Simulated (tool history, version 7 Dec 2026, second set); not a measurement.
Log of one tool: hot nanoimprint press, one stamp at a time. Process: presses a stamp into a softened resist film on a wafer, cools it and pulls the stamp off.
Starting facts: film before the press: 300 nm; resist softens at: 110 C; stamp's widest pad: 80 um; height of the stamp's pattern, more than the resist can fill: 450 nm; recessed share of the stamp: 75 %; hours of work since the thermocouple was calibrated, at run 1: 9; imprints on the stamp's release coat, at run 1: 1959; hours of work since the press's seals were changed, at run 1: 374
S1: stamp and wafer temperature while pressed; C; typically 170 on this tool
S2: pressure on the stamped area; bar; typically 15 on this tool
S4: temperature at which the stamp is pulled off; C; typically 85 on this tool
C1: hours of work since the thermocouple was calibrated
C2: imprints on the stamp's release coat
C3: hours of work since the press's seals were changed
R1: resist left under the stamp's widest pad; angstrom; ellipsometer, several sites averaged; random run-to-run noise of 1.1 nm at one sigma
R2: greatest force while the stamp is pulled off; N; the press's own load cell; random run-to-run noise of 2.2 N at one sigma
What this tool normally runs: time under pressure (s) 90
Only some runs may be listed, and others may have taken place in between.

run 1 day=0.000 | S1=170 S2=15 time_under_pressure_(s)=90 S4=85 | C1=9 C2=1959 C3=374 | R1=1610 R2=129
-- day=0.529 stamp cleaned and given a new release coat
run 2 day=0.862 | S1=170 S2=15 time_under_pressure_(s)=90 S4=85 | C1=15 C2=23 C3=380 | R1=1623 R2=98
run 3 day=1.958 | S1=170 S2=15 time_under_pressure_(s)=90 S4=85 | C1=26 C2=99 C3=392 | R1=1607 R2=103
run 4 day=3.033 | S1=170 S2=15 time_under_pressure_(s)=90 S4=85 | C1=37 C2=173 C3=403 | R1=1620 R2=103
run 5 day=3.854 | S1=170 S2=15 time_under_pressure_(s)=90 S4=85 | C1=46 C2=230 C3=411 | R1=1622 R2=103
run 6 day=4.358 | S1=170 S2=15 time_under_pressure_(s)=90 S4=82 | C1=51 C2=264 C3=416 | R1=1610 R2=113
run 7 day=5.354 | S1=170 S2=15 time_under_pressure_(s)=90 S4=82 | C1=61 C2=333 C3=426 | R1=1615 R2=113
run 8 day=6.183 | S1=170 S2=15 time_under_pressure_(s)=90 S4=85 | C1=69 C2=390 C3=435 | R1=1621 R2=103
run 9 day=7.025 | S1=170 S2=15 time_under_pressure_(s)=90 S4=85 | C1=78 C2=448 C3=443 | R1=1619 R2=105
-- day=7.229 plate thermocouple calibrated
run 10 day=8.071 | S1=170 S2=15 time_under_pressure_(s)=90 S4=84 | C1=9 C2=512 C3=453 | R1=1619 R2=108

Run 11 has not been measured yet. What should we expect?
run 11 day=8.946 | S1=170 S2=15 time_under_pressure_(s)=90 S4=85 | C1=17 C2=573 C3=462 | R1=? R2=?

{"run 11": {"R1": 1651, "R2": 108}}
Take away the tool's hidden state, keep the run-to-run variation as it was, and the same run would have given R1 1595 angstrom, R2 98 N.
